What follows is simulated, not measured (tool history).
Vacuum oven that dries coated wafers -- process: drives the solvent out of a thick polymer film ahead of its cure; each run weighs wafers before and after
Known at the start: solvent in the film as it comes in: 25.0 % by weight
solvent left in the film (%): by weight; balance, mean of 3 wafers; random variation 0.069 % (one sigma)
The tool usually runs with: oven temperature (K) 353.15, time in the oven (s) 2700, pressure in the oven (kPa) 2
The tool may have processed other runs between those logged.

| run | hour | oven temperature (K) | time in the oven (s) | pressure in the oven (kPa) | solvent left in the film (%) |
|---|---|---|---|---|---|
| 1 | 0 | 353.15 | 2700 | 2 | 4.78 |
| 2 | 101 | 353.15 | 2700 | 2 | 4.85 |
| 3 | 156.4 | 353.15 | 2700 | 2 | 4.73 |
| 4 | 271.4 | 353.15 | 2700 | 2 | 4.94 |
| 5 | 362.5 | 353.15 | 2700 | 2 | 4.76 |
| 6 | 425.2 | 353.15 | 2700 | 2 | 4.78 |
| 7 | 542.9 | 353.15 | 2700 | 2 | 4.77 |
| 8 | 661.9 | 353.15 | 2700 | 2 | 4.95 |
| 9 | 759.5 | 353.15 | 2700 | 2 | 4.77 |
| 10 | 876.5 | 353.15 | 2700 | 2 | 4.79 |
| 11 | 974.3 | 346.15 | 2700 | 2 | 8.5 |
| 12 | 1075 | 353.15 | 2700 | 3.26 | 6.04 |
| 13 | 1161.8 | 353.15 | 2700 | 3.26 | 5.96 |
| 14 | 1240.8 | 353.15 | 2700 | 3.26 | 5.8 |
| 15 | 1308.9 | 353.15 | 2700 | 3.26 | 5.89 |
| 16 | 1380.8 | 353.15 | 2700 | 3.26 | 5.91 |
| 17 | 1449.1 | 353.15 | 2220 | 2 | 5.98 |
|  | 1552.8 | vacuum gauge cleaned of residue and calibrated |
| 18 | 1552.8 | 353.15 | 2700 | 2 | 4.88 |
|  | 1594.8 | oven's thermocouples calibrated |
| 19 | 1658.5 | 353.15 | 2700 | 4.2 | 6.78 |
| 20 | 1710.2 | 353.15 | 2700 | 4.2 | 6.81 |
| 21 | 1817.9 | 353.15 | 2700 | 4.2 | 6.99 |
| 22 | 1923.4 | 353.15 | 1560 | 2 | 8.47 |
| 23 | 1987.7 | 356.15 | 3480 | 5.59 | 5.85 |
| 24 | 2095.8 | 358.15 | 3480 | 2.29 | 2.51 |
| 25 | 2177.9 | 339.15 | 1740 | 6.25 | 18.41 |
| 26 | 2296.1 | 339.15 | 1740 | 6.25 | 18.35 |
| 27 | 2369 | 353.15 | 1740 | 1.47 | 7.08 |
| 28 | 2484.2 | 361.15 | 1740 | 3.68 | 5.04 |
| 29 | 2578.2 | 361.15 | 3180 | 2.03 | 1.99 |
| 30 | 2678.4 | 353.15 | 2400 | 2 | 5.49 |
| 31 | 2773.2 | 361.15 | 2040 | 3.09 | 3.93 |
| 32 | 2872.2 | 361.15 | 2040 | 3.09 | 3.9 |
| 33 | 2940 | 355.15 | 1500 | 2.79 | 8.26 |
| 34 | 3042.8 | 353.15 | 2700 | 6.91 | 9.2 |
| 35 | 3098.1 | 357.15 | 4440 | 2 | 2.12 |

Below are 5 alternative next runs, each starting from the tool's condition after run 35. Predict each:
| A | 3166.4 | 366.15 | 2700 | 2 | ? |
| B | 3166.4 | 353.15 | 1920 | 2.09 | ? |
| C | 3166.4 | 363.15 | 1860 | 4.86 | ? |
| D | 3166.4 | 341.15 | 1740 | 1.44 | ? |
| E | 3166.4 | 355.15 | 2700 | 2 | ? |

| run | solvent left in the film (%) |
|---|---|
| A | 1.43 |
| B | 6.95 |
| C | 4.89 |
| D | 12.85 |
| E | 4.17 |
With no hidden state in the tool, these same runs would have given:
| run | solvent left in the film (%) |
|---|---|
| A | 1.41 |
| B | 6.88 |
| C | 4.84 |
| D | 12.78 |
| E | 4.11 |
